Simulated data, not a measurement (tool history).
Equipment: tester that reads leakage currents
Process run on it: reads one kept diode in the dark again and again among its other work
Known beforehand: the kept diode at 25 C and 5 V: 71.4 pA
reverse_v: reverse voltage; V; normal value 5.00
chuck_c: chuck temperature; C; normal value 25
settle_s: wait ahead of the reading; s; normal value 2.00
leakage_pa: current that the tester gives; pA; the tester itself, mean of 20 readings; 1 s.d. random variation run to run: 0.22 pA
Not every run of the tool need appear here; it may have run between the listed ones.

{"run": 1, "hour": 0.0, "reverse_v": 5.0, "chuck_c": 25, "settle_s": 2.0, "leakage_pa": 75.66}
{"run": 2, "hour": 139.5, "reverse_v": 5.0, "chuck_c": 25, "settle_s": 2.0, "leakage_pa": 76.21}
{"run": 3, "hour": 241.7, "reverse_v": 5.0, "chuck_c": 25, "settle_s": 2.0, "leakage_pa": 77.35}
{"run": 4, "hour": 428.7, "reverse_v": 5.0, "chuck_c": 25, "settle_s": 2.0, "leakage_pa": 77.97}
{"run": 5, "hour": 625.8, "reverse_v": 5.0, "chuck_c": 25, "settle_s": 2.0, "leakage_pa": 78.83}
{"run": 6, "hour": 797.1, "reverse_v": 5.0, "chuck_c": 25, "settle_s": 2.0, "leakage_pa": 79.77}
{"run": 7, "hour": 877.1, "reverse_v": 5.0, "chuck_c": 25, "settle_s": 2.0, "leakage_pa": 80.13}
{"run": 8, "hour": 1068.4, "reverse_v": 5.0, "chuck_c": 25, "settle_s": 2.0, "leakage_pa": 81.41}
{"run": 9, "hour": 1181.7, "reverse_v": 5.0, "chuck_c": 25, "settle_s": 2.0, "leakage_pa": 81.87}
{"hour": 1257.6, "done": "probe card cleaned and baked"}
{"run": 10, "hour": 1276.5, "reverse_v": 5.0, "chuck_c": 25, "settle_s": 2.0, "leakage_pa": 74.91}
{"hour": 1335.3, "done": "tester calibrated"}
{"run": 11, "hour": 1381.2, "reverse_v": 5.0, "chuck_c": 25, "settle_s": 1.2, "leakage_pa": 78.59}
{"run": 12, "hour": 1574.4, "reverse_v": 5.0, "chuck_c": 25, "settle_s": 1.2, "leakage_pa": 79.27}
{"run": 13, "hour": 1661.4, "reverse_v": 5.0, "chuck_c": 25, "settle_s": 8.17, "leakage_pa": 78.81}
{"run": 14, "hour": 1754.5, "reverse_v": 5.0, "chuck_c": 25, "settle_s": 8.17, "leakage_pa": 79.38}
{"run": 15, "hour": 1915.8, "reverse_v": 1.04, "chuck_c": 36, "settle_s": 5.48, "leakage_pa": 107.23}
{"run": 16, "hour": 2037.5, "reverse_v": 1.23, "chuck_c": 36, "settle_s": 9.38, "leakage_pa": 112.99}
{"run": 17, "hour": 2126.1, "reverse_v": 1.23, "chuck_c": 36, "settle_s": 9.38, "leakage_pa": 114.26}

Estimate the outcome of run 18 from the log above:
{"run": 18, "hour": 2229.6, "reverse_v": 5.71, "chuck_c": 34, "settle_s": 4.54, "leakage_pa": "?"}

leakage_pa: 169.42 pA
Had the tool carried no hidden state, the very same run would have given leakage_pa 152.09 pA.

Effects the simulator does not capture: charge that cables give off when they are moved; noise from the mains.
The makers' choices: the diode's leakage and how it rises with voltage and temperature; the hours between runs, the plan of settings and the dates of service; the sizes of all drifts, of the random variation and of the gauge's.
